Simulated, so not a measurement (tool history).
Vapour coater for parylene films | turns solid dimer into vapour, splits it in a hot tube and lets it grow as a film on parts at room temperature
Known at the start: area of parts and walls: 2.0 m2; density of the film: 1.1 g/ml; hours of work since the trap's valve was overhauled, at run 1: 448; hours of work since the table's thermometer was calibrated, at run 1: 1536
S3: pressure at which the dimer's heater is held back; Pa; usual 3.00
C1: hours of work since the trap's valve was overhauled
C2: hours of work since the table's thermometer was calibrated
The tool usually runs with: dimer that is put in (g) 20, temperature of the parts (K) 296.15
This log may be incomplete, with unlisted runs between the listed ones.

{"run": 1, "day": 0.0, "dimer that is put in (g)": 20, "temperature of the parts (K)": 296.15, "S3": 3.0, "C1": 448, "C2": 1536, "thickness of the film (µm)": 6.74}
{"run": 2, "day": 2.821, "dimer that is put in (g)": 20, "temperature of the parts (K)": 296.15, "S3": 3.0, "C1": 481, "C2": 1569, "thickness of the film (µm)": 6.7}
{"run": 3, "day": 5.996, "dimer that is put in (g)": 20, "temperature of the parts (K)": 296.15, "S3": 3.0, "C1": 518, "C2": 1606, "thickness of the film (µm)": 6.74}
{"run": 4, "day": 7.412, "dimer that is put in (g)": 20, "temperature of the parts (K)": 296.15, "S3": 3.0, "C1": 534, "C2": 1623, "thickness of the film (µm)": 6.77}
{"day": 8.529, "done": "trap's valve overhauled"}
{"run": 5, "day": 8.925, "dimer that is put in (g)": 20, "temperature of the parts (K)": 296.15, "S3": 3.0, "C1": 5, "C2": 1638, "thickness of the film (µm)": 6.72}
{"run": 6, "day": 10.683, "dimer that is put in (g)": 20, "temperature of the parts (K)": 296.15, "S3": 3.0, "C1": 25, "C2": 1659, "thickness of the film (µm)": 6.77}
{"run": 7, "day": 12.288, "dimer that is put in (g)": 20, "temperature of the parts (K)": 296.15, "S3": 3.0, "C1": 44, "C2": 1677, "thickness of the film (µm)": 6.77}
{"run": 8, "day": 14.517, "dimer that is put in (g)": 9, "temperature of the parts (K)": 296.15, "S3": 3.0, "C1": 70, "C2": 1703, "thickness of the film (µm)": 3.01}
{"run": 9, "day": 16.221, "dimer that is put in (g)": 9, "temperature of the parts (K)": 296.15, "S3": 3.0, "C1": 90, "C2": 1723, "thickness of the film (µm)": 3.02}
{"run": 10, "day": 17.867, "dimer that is put in (g)": 9, "temperature of the parts (K)": 296.15, "S3": 3.0, "C1": 109, "C2": 1742, "thickness of the film (µm)": 3.07}
{"run": 11, "day": 19.579, "dimer that is put in (g)": 20, "temperature of the parts (K)": 296.15, "S3": 3.0, "C1": 129, "C2": 1762, "thickness of the film (µm)": 6.77}
{"run": 12, "day": 21.504, "dimer that is put in (g)": 20, "temperature of the parts (K)": 296.15, "S3": 3.0, "C1": 151, "C2": 1785, "thickness of the film (µm)": 6.73}
{"run": 13, "day": 24.225, "dimer that is put in (g)": 20, "temperature of the parts (K)": 289.15, "S3": 3.0, "C1": 183, "C2": 1816, "thickness of the film (µm)": 8.92}
{"run": 14, "day": 26.708, "dimer that is put in (g)": 20, "temperature of the parts (K)": 289.15, "S3": 3.0, "C1": 211, "C2": 1845, "thickness of the film (µm)": 8.91}
{"run": 15, "day": 29.583, "dimer that is put in (g)": 20, "temperature of the parts (K)": 296.15, "S3": 3.0, "C1": 245, "C2": 1879, "thickness of the film (µm)": 6.79}
{"run": 16, "day": 31.912, "dimer that is put in (g)": 20, "temperature of the parts (K)": 296.15, "S3": 3.0, "C1": 272, "C2": 1906, "thickness of the film (µm)": 6.74}
{"run": 17, "day": 35.154, "dimer that is put in (g)": 20, "temperature of the parts (K)": 297.15, "S3": 3.0, "C1": 310, "C2": 1943, "thickness of the film (µm)": 6.37}
{"run": 18, "day": 37.592, "dimer that is put in (g)": 20, "temperature of the parts (K)": 297.15, "S3": 3.0, "C1": 338, "C2": 1972, "thickness of the film (µm)": 6.48}
{"run": 19, "day": 40.288, "dimer that is put in (g)": 20, "temperature of the parts (K)": 297.15, "S3": 3.0, "C1": 369, "C2": 2003, "thickness of the film (µm)": 6.48}
{"run": 20, "day": 41.738, "dimer that is put in (g)": 20, "temperature of the parts (K)": 297.15, "S3": 3.0, "C1": 386, "C2": 2020, "thickness of the film (µm)": 6.4}
{"run": 21, "day": 44.012, "dimer that is put in (g)": 20, "temperature of the parts (K)": 297.15, "S3": 3.0, "C1": 413, "C2": 2046, "thickness of the film (µm)": 6.55}
{"run": 22, "day": 45.538, "dimer that is put in (g)": 21, "temperature of the parts (K)": 297.15, "S3": 3.0, "C1": 431, "C2": 2064, "thickness of the film (µm)": 6.72}
{"run": 23, "day": 48.138, "dimer that is put in (g)": 20, "temperature of the parts (K)": 296.15, "S3": 3.0, "C1": 461, "C2": 2094, "thickness of the film (µm)": 6.78}
{"run": 24, "day": 50.867, "dimer that is put in (g)": 10, "temperature of the parts (K)": 296.15, "S3": 3.0, "C1": 493, "C2": 2126, "thickness of the film (µm)": 3.37}
{"run": 25, "day": 53.538, "dimer that is put in (g)": 10, "temperature of the parts (K)": 296.15, "S3": 3.0, "C1": 524, "C2": 2157, "thickness of the film (µm)": 3.36}
{"day": 55.588, "done": "trap's valve overhauled"}
{"run": 26, "day": 56.742, "dimer that is put in (g)": 18, "temperature of the parts (K)": 289.15, "S3": 10.94, "C1": 13, "C2": 2193, "thickness of the film (µm)": 6.49}
{"run": 27, "day": 59.412, "dimer that is put in (g)": 20, "temperature of the parts (K)": 305.15, "S3": 3.0, "C1": 45, "C2": 2224, "thickness of the film (µm)": 4.74}
{"run": 28, "day": 61.808, "dimer that is put in (g)": 18, "temperature of the parts (K)": 292.15, "S3": 3.56, "C1": 72, "C2": 2252, "thickness of the film (µm)": 7.05}
{"run": 29, "day": 64.642, "dimer that is put in (g)": 18, "temperature of the parts (K)": 292.15, "S3": 3.56, "C1": 105, "C2": 2285, "thickness of the film (µm)": 6.92}
{"day": 66.95, "done": "table's thermometer calibrated"}
{"run": 30, "day": 67.838, "dimer that is put in (g)": 10, "temperature of the parts (K)": 296.15, "S3": 6.08, "C1": 142, "C2": 10, "thickness of the film (µm)": 3.02}
{"run": 31, "day": 70.938, "dimer that is put in (g)": 8, "temperature of the parts (K)": 292.15, "S3": 6.08, "C1": 178, "C2": 46, "thickness of the film (µm)": 2.82}
{"run": 32, "day": 72.829, "dimer that is put in (g)": 11, "temperature of the parts (K)": 296.15, "S3": 3.0, "C1": 200, "C2": 68, "thickness of the film (µm)": 3.67}
{"run": 33, "day": 75.388, "dimer that is put in (g)": 27, "temperature of the parts (K)": 297.15, "S3": 3.48, "C1": 230, "C2": 98, "thickness of the film (µm)": 8.68}
{"run": 34, "day": 76.892, "dimer that is put in (g)": 18, "temperature of the parts (K)": 296.15, "S3": 10.58, "C1": 247, "C2": 116, "thickness of the film (µm)": 4.92}
{"run": 35, "day": 79.067, "dimer that is put in (g)": 18, "temperature of the parts (K)": 296.15, "S3": 10.58, "C1": 273, "C2": 141, "thickness of the film (µm)": 4.97}
{"run": 36, "day": 81.808, "dimer that is put in (g)": 8, "temperature of the parts (K)": 296.15, "S3": 10.71, "C1": 305, "C2": 173, "thickness of the film (µm)": 2.17}
{"run": 37, "day": 83.929, "dimer that is put in (g)": 8, "temperature of the parts (K)": 291.15, "S3": 5.95, "C1": 329, "C2": 198, "thickness of the film (µm)": 2.87}
{"run": 38, "day": 86.129, "dimer that is put in (g)": 27, "temperature of the parts (K)": 289.15, "S3": 8.69, "C1": 355, "C2": 223, "thickness of the film (µm)": 10.06}
{"run": 39, "day": 88.2, "dimer that is put in (g)": 27, "temperature of the parts (K)": 289.15, "S3": 8.69, "C1": 379, "C2": 247, "thickness of the film (µm)": 10.09}
{"run": 40, "day": 90.45, "dimer that is put in (g)": 21, "temperature of the parts (K)": 296.15, "S3": 11.96, "C1": 405, "C2": 273, "thickness of the film (µm)": 5.68}
{"run": 41, "day": 92.783, "dimer that is put in (g)": 8, "temperature of the parts (K)": 289.15, "S3": 11.96, "C1": 432, "C2": 301, "thickness of the film (µm)": 2.83}
{"run": 42, "day": 95.25, "dimer that is put in (g)": 34, "temperature of the parts (K)": 290.15, "S3": 8.95, "C1": 461, "C2": 329, "thickness of the film (µm)": 12.1}
{"run": 43, "day": 96.733, "dimer that is put in (g)": 34, "temperature of the parts (K)": 290.15, "S3": 8.95, "C1": 478, "C2": 347, "thickness of the film (µm)": 12.31}
{"run": 44, "day": 99.333, "dimer that is put in (g)": 17, "temperature of the parts (K)": 301.15, "S3": 7.87, "C1": 508, "C2": 377, "thickness of the film (µm)": 3.96}
{"run": 45, "day": 101.496, "dimer that is put in (g)": 17, "temperature of the parts (K)": 301.15, "S3": 7.87, "C1": 534, "C2": 402, "thickness of the film (µm)": 3.98}
{"day": 102.742, "done": "trap's valve overhauled"}
{"run": 46, "day": 103.933, "dimer that is put in (g)": 35, "temperature of the parts (K)": 298.15, "S3": 7.87, "C1": 14, "C2": 428, "thickness of the film (µm)": 9.26}
{"run": 47, "day": 106.042, "dimer that is put in (g)": 8, "temperature of the parts (K)": 298.15, "S3": 7.87, "C1": 38, "C2": 453, "thickness of the film (µm)": 2.12}

Had the tool no unlogged condition, and each run kept its random variation, what would the results have been?
What the log doesn't record here: vapour lost through the trap's worn valve, %; true temperature of the parts over the reading, C; drift of the gauge itself on film_um, %.
run=1 thickness_of_the_film_(µm)=6.76
run=2 thickness_of_the_film_(µm)=6.72
run=3 thickness_of_the_film_(µm)=6.76
run=4 thickness_of_the_film_(µm)=6.80
run=5 thickness_of_the_film_(µm)=6.71
run=6 thickness_of_the_film_(µm)=6.76
run=7 thickness_of_the_film_(µm)=6.76
run=8 thickness_of_the_film_(µm)=3.01
run=9 thickness_of_the_film_(µm)=3.02
run=10 thickness_of_the_film_(µm)=3.07
run=11 thickness_of_the_film_(µm)=6.76
run=12 thickness_of_the_film_(µm)=6.72
run=13 thickness_of_the_film_(µm)=8.95
run=14 thickness_of_the_film_(µm)=8.94
run=15 thickness_of_the_film_(µm)=6.79
run=16 thickness_of_the_film_(µm)=6.74
run=17 thickness_of_the_film_(µm)=6.37
run=18 thickness_of_the_film_(µm)=6.49
run=19 thickness_of_the_film_(µm)=6.49
run=20 thickness_of_the_film_(µm)=6.42
run=21 thickness_of_the_film_(µm)=6.56
run=22 thickness_of_the_film_(µm)=6.74
run=23 thickness_of_the_film_(µm)=6.80
run=24 thickness_of_the_film_(µm)=3.38
run=25 thickness_of_the_film_(µm)=3.37
run=26 thickness_of_the_film_(µm)=6.47
run=27 thickness_of_the_film_(µm)=4.73
run=28 thickness_of_the_film_(µm)=7.03
run=29 thickness_of_the_film_(µm)=6.90
run=30 thickness_of_the_film_(µm)=3.02
run=31 thickness_of_the_film_(µm)=2.82
run=32 thickness_of_the_film_(µm)=3.68
run=33 thickness_of_the_film_(µm)=8.71
run=34 thickness_of_the_film_(µm)=4.94
run=35 thickness_of_the_film_(µm)=4.99
run=36 thickness_of_the_film_(µm)=2.18
run=37 thickness_of_the_film_(µm)=2.88
run=38 thickness_of_the_film_(µm)=10.10
run=39 thickness_of_the_film_(µm)=10.13
run=40 thickness_of_the_film_(µm)=5.71
run=41 thickness_of_the_film_(µm)=2.85
run=42 thickness_of_the_film_(µm)=12.17
run=43 thickness_of_the_film_(µm)=12.38
run=44 thickness_of_the_film_(µm)=3.98
run=45 thickness_of_the_film_(µm)=4.01
run=46 thickness_of_the_film_(µm)=9.26
run=47 thickness_of_the_film_(µm)=2.12
